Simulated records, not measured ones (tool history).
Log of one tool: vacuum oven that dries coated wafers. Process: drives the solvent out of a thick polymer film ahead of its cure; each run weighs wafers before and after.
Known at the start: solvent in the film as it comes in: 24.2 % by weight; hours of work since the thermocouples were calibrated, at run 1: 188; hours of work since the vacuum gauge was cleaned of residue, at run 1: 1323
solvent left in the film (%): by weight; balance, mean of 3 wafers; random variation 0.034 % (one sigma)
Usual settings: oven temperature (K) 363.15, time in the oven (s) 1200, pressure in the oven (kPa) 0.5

| run | hour | oven temperature (K) | time in the oven (s) | pressure in the oven (kPa) | hours of work since the thermocouples were calibrated | hours of work since the vacuum gauge was cleaned of residue | solvent left in the film (%) |
|---|---|---|---|---|---|---|---|
| 1 | 0 | 363.15 | 1200 | 0.5 | 188 | 1323 | 1.36 |
|  | 54.5 | vacuum gauge cleaned of residue and calibrated |
| 2 | 58.5 | 363.15 | 1200 | 0.5 | 222 | 2 | 1.08 |
| 3 | 137.2 | 363.15 | 1560 | 0.5 | 270 | 50 | 0.71 |
| 4 | 204.2 | 368.15 | 1200 | 0.5 | 311 | 91 | 0.57 |
| 5 | 287.2 | 368.15 | 1200 | 0.5 | 361 | 141 | 0.47 |
| 6 | 342.2 | 363.15 | 780 | 0.5 | 394 | 174 | 2.69 |
| 7 | 399.8 | 366.15 | 600 | 0.344 | 429 | 209 | 2.93 |
| 8 | 463.5 | 375.15 | 720 | 0.5 | 468 | 248 | 0.57 |
| 9 | 541 | 356.15 | 1860 | 0.799 | 514 | 294 | 1.44 |
| 10 | 578.4 | 356.15 | 1860 | 0.799 | 537 | 317 | 1.48 |
| 11 | 662 | 356.15 | 1860 | 0.799 | 588 | 368 | 1.45 |
| 12 | 704.4 | 363.15 | 1200 | 0.859 | 613 | 393 | 1.34 |

4 ways to go on from here, each from the tool as it stands after run 12. What would each give?
| A | 763.2 | 363.15 | 1440 | 0.859 | 649 | 429 | ? |
| B | 763.2 | 361.15 | 1500 | 0.805 | 649 | 429 | ? |
| C | 763.2 | 370.15 | 900 | 0.859 | 649 | 429 | ? |
| D | 763.2 | 363.15 | 1200 | 0.374 | 649 | 429 | ? |

| run | solvent left in the film (%) |
|---|---|
| A | 0.99 |
| B | 1.15 |
| C | 0.89 |
| D | 1.01 |
Without the tool's hidden state the same runs would have given:
| run | solvent left in the film (%) |
|---|---|
| A | 0.99 |
| B | 1.16 |
| C | 0.91 |
| D | 1.04 |

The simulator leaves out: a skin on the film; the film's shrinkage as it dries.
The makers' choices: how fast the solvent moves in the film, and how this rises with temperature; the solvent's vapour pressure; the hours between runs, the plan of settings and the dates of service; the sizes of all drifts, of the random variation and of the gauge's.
